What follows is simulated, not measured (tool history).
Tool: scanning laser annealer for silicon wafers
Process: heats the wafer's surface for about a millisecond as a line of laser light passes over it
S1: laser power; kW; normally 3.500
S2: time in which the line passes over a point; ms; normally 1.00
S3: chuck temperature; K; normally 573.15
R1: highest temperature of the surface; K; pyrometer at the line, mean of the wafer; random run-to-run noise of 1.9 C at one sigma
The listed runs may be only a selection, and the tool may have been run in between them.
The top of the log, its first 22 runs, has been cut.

run 23 hour=1121.9 | S1=3.561 S2=1.13 S3=548.15 | R1=1381.15
run 24 hour=1180.9 | S1=3.561 S2=1.13 S3=548.15 | R1=1384.15
run 25 hour=1239.7 | S1=3.561 S2=1.13 S3=548.15 | R1=1379.15
run 26 hour=1276.7 | S1=3.641 S2=1.02 S3=573.15 | R1=1384.15
run 27 hour=1342.7 | S1=3.641 S2=1.02 S3=573.15 | R1=1384.15
run 28 hour=1385.3 | S1=3.208 S2=1.02 S3=573.15 | R1=1269.15
run 29 hour=1419.5 | S1=3.208 S2=1.16 S3=554.15 | R1=1291.15
run 30 hour=1484.6 | S1=3.173 S2=1.05 S3=551.15 | R1=1246.15
run 31 hour=1546.8 | S1=3.500 S2=1.12 S3=573.15 | R1=1368.15
-- hour=1565.9 window over the wafer cleaned
run 32 hour=1621.4 | S1=3.573 S2=1.00 S3=560.15 | R1=1364.15
run 33 hour=1684.0 | S1=3.817 S2=1.00 S3=560.15 | R1=1426.15
-- hour=1756.2 optics aligned, line set to its width
run 34 hour=1757.2 | S1=3.368 S2=1.00 S3=560.15 | R1=1329.15
run 35 hour=1794.3 | S1=3.500 S2=0.98 S3=571.15 | R1=1365.15
run 36 hour=1857.7 | S1=3.500 S2=1.01 S3=595.15 | R1=1392.15
run 37 hour=1916.7 | S1=3.500 S2=1.01 S3=595.15 | R1=1394.15
run 38 hour=1987.8 | S1=3.265 S2=1.22 S3=579.15 | R1=1377.15
run 39 hour=2044.4 | S1=3.500 S2=1.14 S3=555.15 | R1=1388.15
run 40 hour=2097.8 | S1=3.633 S2=1.14 S3=562.15 | R1=1431.15
run 41 hour=2174.5 | S1=3.464 S2=1.25 S3=574.15 | R1=1429.15

Each row is a separate what-if for the run after 41, all from the same tool condition, not one after another. Results?
run A hour=2234.6 | S1=3.138 S2=1.15 S3=534.15 | R1=?
run B hour=2234.6 | S1=3.051 S2=1.13 S3=573.15 | R1=?
run C hour=2234.6 | S1=3.221 S2=1.00 S3=542.15 | R1=?
run D hour=2234.6 | S1=3.464 S2=1.25 S3=542.15 | R1=?

run=A R1=1267.15
run=B R1=1273.15
run=C R1=1250.15
run=D R1=1395.15
Without the tool's hidden state the same runs would have given:
run=A R1=1281.15
run=B R1=1286.15
run=C R1=1263.15
run=D R1=1411.15
